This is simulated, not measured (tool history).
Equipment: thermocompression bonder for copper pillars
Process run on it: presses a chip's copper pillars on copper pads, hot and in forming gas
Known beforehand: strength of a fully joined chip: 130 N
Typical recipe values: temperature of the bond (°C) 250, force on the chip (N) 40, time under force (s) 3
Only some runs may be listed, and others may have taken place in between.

run   hour  temperature of the bond (°C)  force on the chip (N)  time under force (s)  force that shears a chip off (N)
  1    0.0                           250                     40                     3                              43.0
  2   15.3                           250                     40                     3                              42.9
  3   36.6                           250                     40                     3                              43.2
  4   47.6                           250                     40                     3                              43.3
      61.7  -- forming gas filter changed
  5   61.7                           250                     40                     3                              45.0
  6   74.5                           250                     40                     3                              44.8
  7   88.1                           250                     40                     3                              45.1
  8   97.2                           250                     40                     3                              44.8
  9  116.1                           250                     35                     3                              38.8
 10  131.0                           250                     35                     3                              38.7
 11  146.1                           255                     40                     3                              48.6
 12  160.1                           265                     40                     3                              56.7
 13  171.9                           265                     40                     3                              56.4
 14  187.3                           265                     40                     3                              56.4
 15  202.3                           265                     40                     3                              56.5
 16  223.1                           233                     40                     3                              33.2
 17  231.9                           250                     40                     3                              44.6
 18  250.4                           250                     40                     3                              44.7
     257.8  -- force cell calibrated
 19  263.6                           250                     40                     3                              47.3
 20  283.8                           250                     40                     3                              47.0
 21  302.7                           261                     31                     9                              64.1
 22  317.1                           252                     37                     3                              44.5
 23  326.5                           250                     35                     7                              56.7
 24  344.8                           277                     34                     4                              64.9
 25  365.2                           277                     34                     4                              65.3
 26  374.2                           260                     34                     4                              51.3
 27  393.0                           260                     34                     4                              51.5
 28  407.8                           260                     47                     2                              55.1
 29  425.8                           266                     43                     3                              63.3
 30  437.9                           266                     43                     3                              63.3
 31  451.3                           266                     43                     3                              63.7
 32  470.9                           250                     27                     2                              24.7
 33  491.0                           238                     47                     2                              38.5
 34  511.3                           267                     37                     3                              55.4
 35  520.0                           231                     56                     2                              41.5
 36  536.3                           231                     56                     2                              41.5
 37  554.3                           229                     56                     2                              40.1
 38  565.5                           229                     56                     2                              40.1
 39  574.5                           229                     29                     3                              22.1
 40  593.4                           259                     26                     4                              37.3

Below are 3 alternative next runs, each starting from the tool's condition after run 40. Predict each:
  A  606.2                           273                     25                     2                                 ?
  B  606.2                           259                     47                     5                                 ?
  C  606.2                           255                     48                     2                                 ?

run  force that shears a chip off (N)
  A                              33.1
  B                              73.9
  C                              52.0
The same runs, with their run-to-run variation unchanged, on a tool lacking any hidden condition would have given:
run  force that shears a chip off (N)
  A                              33.9
  B                              75.6
  C                              53.0
